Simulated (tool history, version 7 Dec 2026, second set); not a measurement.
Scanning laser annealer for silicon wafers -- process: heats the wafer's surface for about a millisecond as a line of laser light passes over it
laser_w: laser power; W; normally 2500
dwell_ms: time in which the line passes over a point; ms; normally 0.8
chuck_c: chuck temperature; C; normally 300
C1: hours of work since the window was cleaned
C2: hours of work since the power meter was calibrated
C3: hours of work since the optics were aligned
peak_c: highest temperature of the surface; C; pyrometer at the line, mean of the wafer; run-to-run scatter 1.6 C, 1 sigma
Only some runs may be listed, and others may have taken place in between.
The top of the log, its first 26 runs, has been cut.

Run 27, hour 201.7: usual settings but laser_w 2670 W, dwell_ms 0.678 ms; C1 117; C2 291; C3 108. Result: peak_c 1019 C.
At hour 207.4: optics aligned, line set to its width.
Run 28, hour 212.8: usual settings but laser_w 2670 W, dwell_ms 0.678 ms; C1 120; C2 294; C3 3. Result: peak_c 1020 C.
Run 29, hour 219.7: usual settings but laser_w 2158 W, chuck_c 281 C; C1 124; C2 298; C3 6. Result: peak_c 903 C.
Run 30, hour 224.5: usual settings but laser_w 2224 W, dwell_ms 0.817 ms; C1 126; C2 300; C3 9. Result: peak_c 951 C.
Run 31, hour 235.4: usual settings but laser_w 2224 W, dwell_ms 0.817 ms; C1 132; C2 306; C3 14. Result: peak_c 951 C.
Run 32, hour 240.5: usual settings but laser_w 2493 W, dwell_ms 0.662 ms, chuck_c 285 C; C1 134; C2 309; C3 17. Result: peak_c 943 C.
Run 33, hour 248.4: usual settings but laser_w 2304 W, dwell_ms 0.666 ms, chuck_c 293 C; C1 138; C2 313; C3 21. Result: peak_c 895 C.
Run 34, hour 254.3: usual settings but laser_w 2304 W, dwell_ms 0.666 ms, chuck_c 293 C; C1 141; C2 316; C3 24. Result: peak_c 895 C.
Run 35, hour 261.7: usual settings but laser_w 2210 W, dwell_ms 0.854 ms, chuck_c 293 C; C1 145; C2 319; C3 28. Result: peak_c 956 C.
At hour 275.6: optics aligned, line set to its width, once more.
Run 36, hour 277.4: usual settings but laser_w 2486 W, dwell_ms 0.7 ms, chuck_c 340 C; C1 151; C2 325; C3 1. Result: peak_c 1016 C.
Run 37, hour 287.9: usual settings but laser_w 2300 W, dwell_ms 0.853 ms, chuck_c 299 C; C1 156; C2 330; C3 6. Result: peak_c 994 C.
Run 38, hour 296: usual settings but dwell_ms 0.851 ms, chuck_c 273 C; C1 160; C2 334; C3 10. Result: peak_c 1031 C.
Run 39, hour 306.3: usual settings but laser_w 2586 W, dwell_ms 0.749 ms; C1 166; C2 340; C3 16. Result: peak_c 1032 C.
Run 40, hour 314: usual settings but laser_w 2454 W, dwell_ms 0.672 ms, chuck_c 311 C; C1 170; C2 344; C3 20. Result: peak_c 961 C.

5 options for the next run, each taken on its own from the tool as it stands now. Forecast them:
Run A, hour 322.3: usual settings but laser_w 2454 W, dwell_ms 0.685 ms, chuck_c 264 C; C1 174; C2 348; C3 24. Result: peak_c ?.
Run B, hour 322.3: usual settings but dwell_ms 0.917 ms, chuck_c 270 C; C1 174; C2 348; C3 24. Result: peak_c ?.
Run C, hour 322.3: usual settings but laser_w 2454 W, dwell_ms 0.626 ms, chuck_c 311 C; C1 174; C2 348; C3 24. Result: peak_c ?.
Run D, hour 322.3: usual settings but dwell_ms 0.63 ms; C1 174; C2 348; C3 24. Result: peak_c ?.
Run E, hour 322.3: usual settings but laser_w 2454 W, dwell_ms 0.672 ms, chuck_c 308 C; C1 174; C2 348; C3 24. Result: peak_c ?.

run  peak_c
  A     920
  B    1064
  C     937
  D     939
  E     960
Stripped of hidden state, with their random variation kept, the same runs would have yielded:
run  peak_c
  A     925
  B    1070
  C     942
  D     944
  E     965

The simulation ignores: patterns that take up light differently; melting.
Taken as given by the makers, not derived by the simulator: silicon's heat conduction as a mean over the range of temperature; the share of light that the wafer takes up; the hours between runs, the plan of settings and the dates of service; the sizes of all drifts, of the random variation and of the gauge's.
